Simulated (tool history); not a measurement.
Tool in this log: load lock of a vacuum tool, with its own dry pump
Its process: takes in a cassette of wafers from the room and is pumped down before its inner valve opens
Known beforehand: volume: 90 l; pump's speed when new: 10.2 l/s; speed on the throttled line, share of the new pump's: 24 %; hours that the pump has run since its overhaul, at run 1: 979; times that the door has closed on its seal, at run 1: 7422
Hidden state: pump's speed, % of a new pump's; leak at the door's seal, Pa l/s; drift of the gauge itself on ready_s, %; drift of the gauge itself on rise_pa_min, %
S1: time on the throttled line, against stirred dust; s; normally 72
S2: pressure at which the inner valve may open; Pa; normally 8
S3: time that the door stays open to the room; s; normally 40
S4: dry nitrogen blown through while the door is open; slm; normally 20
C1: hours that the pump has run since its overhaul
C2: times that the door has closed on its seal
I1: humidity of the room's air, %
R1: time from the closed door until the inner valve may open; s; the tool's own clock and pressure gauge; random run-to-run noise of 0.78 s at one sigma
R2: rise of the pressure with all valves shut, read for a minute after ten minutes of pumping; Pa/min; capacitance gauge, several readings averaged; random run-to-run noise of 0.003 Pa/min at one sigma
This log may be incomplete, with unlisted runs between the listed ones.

run,hour,S1,S2,S3,S4,C1,C2,I1,R1,R2
1,0.0,72,8,40,20,979,7422,47.8,138.8,0.052
2,37.8,72,8,40,20,1017,7500,45.2,139.9,0.050
3,75.7,72,8,40,20,1054,7578,48.6,141.0,0.054
4,129.1,56,8,40,20,1108,7689,42.9,127.9,0.052
5,184.5,56,8,40,20,1163,7804,42.8,127.5,0.050
6,223.7,56,8,40,20,1203,7885,47.3,129.2,0.054
7,305.1,41,8,40,20,1284,8053,44.5,116.8,0.051
8,384.5,41,8,40,20,1363,8218,45.9,115.8,0.058
9,451.4,72,8,40,20,1430,8356,45.4,140.2,0.056
10,508.2,72,14,40,20,1487,8474,44.5,135.1,0.051
11,551.7,72,8,40,20,1530,8564,45.0,141.2,0.059
12,613.2,72,8,40,23,1592,8691,44.8,141.7,0.052
13,692.7,100,8,40,20,1671,8856,46.7,162.2,0.057
14,762.2,100,8,40,20,1741,9000,44.9,161.3,0.053
15,829.9,100,12,37,24,1809,9140,50.0,155.6,0.056
16,876.2,100,7,57,5,1855,9236,46.6,162.4,0.084
17,944.9,100,7,57,5,1924,9378,44.6,163.7,0.082
18,994.1,72,8,40,15,1973,9480,41.9,140.5,0.062
19,1043.8,37,13,47,44,2023,9583,45.2,107.6,0.046
20,1135.7,72,8,229,20,2114,9773,49.8,140.7,0.112
21,1218.9,72,8,229,20,2198,9945,45.6,138.6,0.098
22,1277.9,140,9,52,4,2257,10067,45.0,190.1,0.085
23,1351.9,140,9,52,4,2331,10220,46.3,190.5,0.088
24,1430.0,75,12,127,7,2409,10382,48.4,138.3,0.115
25,1515.6,70,8,26,9,2494,10559,49.2,137.2,0.070

3 ways to go on from here, each from the tool as it stands after run 25. What would each give?
A,1567.3,39,8,26,9,2546,10666,47.4,?,?
B,1567.3,95,8,26,9,2546,10666,42.6,?,?
C,1567.3,73,10,26,28,2546,10666,43.3,?,?

run,R1,R2
A,115.9,0.067
B,158.8,0.061
C,138.0,0.048
Without the tool's hidden state the same runs would have given:
run,R1,R2
A,114.6,0.032
B,157.7,0.026
C,136.9,0.013
